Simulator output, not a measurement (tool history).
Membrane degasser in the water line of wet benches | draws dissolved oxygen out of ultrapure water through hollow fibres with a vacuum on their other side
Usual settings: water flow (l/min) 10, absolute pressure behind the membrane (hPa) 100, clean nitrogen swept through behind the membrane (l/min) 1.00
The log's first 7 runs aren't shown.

| run | hour | water flow (l/min) | absolute pressure behind the membrane (hPa) | clean nitrogen swept through behind the membrane (l/min) | dissolved oxygen in the water behind the degasser (ppb) | pressure that the water loses in the fibres (hPa) |
|---|---|---|---|---|---|---|
| 8 | 357.0 | 10 | 108 | 1.00 | 180.2 | 490.3 |
| 9 | 415.9 | 10 | 100 | 0.47 | 313.1 | 490.5 |
| 10 | 475.6 | 10 | 100 | 1.00 | 162.2 | 491.3 |
| 11 | 524.5 | 10 | 100 | 1.00 | 161.0 | 488.4 |
| 12 | 574.5 | 10 | 100 | 1.00 | 162.0 | 490.0 |
| 13 | 620.1 | 10 | 100 | 2.40 | 72.6 | 487.0 |
| 14 | 687.8 | 10 | 100 | 2.40 | 72.9 | 489.7 |
| 15 | 748.9 | 10 | 100 | 2.40 | 72.6 | 490.8 |
| 16 | 797.6 | 10 | 100 | 1.00 | 161.2 | 491.1 |
|  | 839.8 | vacuum gauge calibrated |
| 17 | 860.0 | 13 | 91 | 0.81 | 221.8 | 635.7 |
| 18 | 942.0 | 15 | 100 | 0.87 | 275.7 | 740.0 |
| 19 | 979.5 | 6 | 235 | 1.00 | 288.3 | 296.1 |
| 20 | 1043.6 | 6 | 235 | 1.00 | 288.3 | 293.1 |
|  | 1056.3 | seals of the vacuum lines changed |
| 21 | 1117.3 | 15 | 100 | 1.09 | 230.7 | 733.6 |
| 22 | 1155.9 | 12 | 100 | 2.82 | 77.7 | 590.7 |
| 23 | 1193.8 | 10 | 100 | 2.93 | 59.9 | 492.3 |
| 24 | 1229.1 | 10 | 100 | 2.93 | 60.2 | 490.8 |
| 25 | 1267.5 | 10 | 100 | 2.93 | 60.3 | 491.6 |
| 26 | 1316.2 | 14 | 100 | 0.72 | 300.2 | 686.1 |
| 27 | 1382.2 | 14 | 100 | 0.72 | 302.1 | 686.4 |
| 28 | 1465.4 | 6 | 146 | 0.80 | 202.8 | 294.6 |
| 29 | 1526.5 | 6 | 146 | 0.80 | 202.0 | 293.9 |
| 30 | 1575.5 | 6 | 146 | 0.80 | 202.2 | 294.3 |
| 31 | 1656.0 | 10 | 100 | 0.41 | 351.0 | 490.1 |

3 ways to go on from here, each from the tool as it stands after run 31. What would each give?
| A | 1700.9 | 10 | 93 | 1.14 | ? | ? |
| B | 1700.9 | 10 | 70 | 0.69 | ? | ? |
| C | 1700.9 | 6 | 154 | 0.78 | ? | ? |

| run | dissolved oxygen in the water behind the degasser (ppb) | pressure that the water loses in the fibres (hPa) |
|---|---|---|
| A | 128.7 | 490.2 |
| B | 127.9 | 489.8 |
| C | 221.3 | 294.3 |
Without the tool's hidden state the same runs would have given:
| run | dissolved oxygen in the water behind the degasser (ppb) | pressure that the water loses in the fibres (hPa) |
|---|---|---|
| A | 128.7 | 490.0 |
| B | 127.9 | 489.6 |
| C | 221.2 | 294.2 |
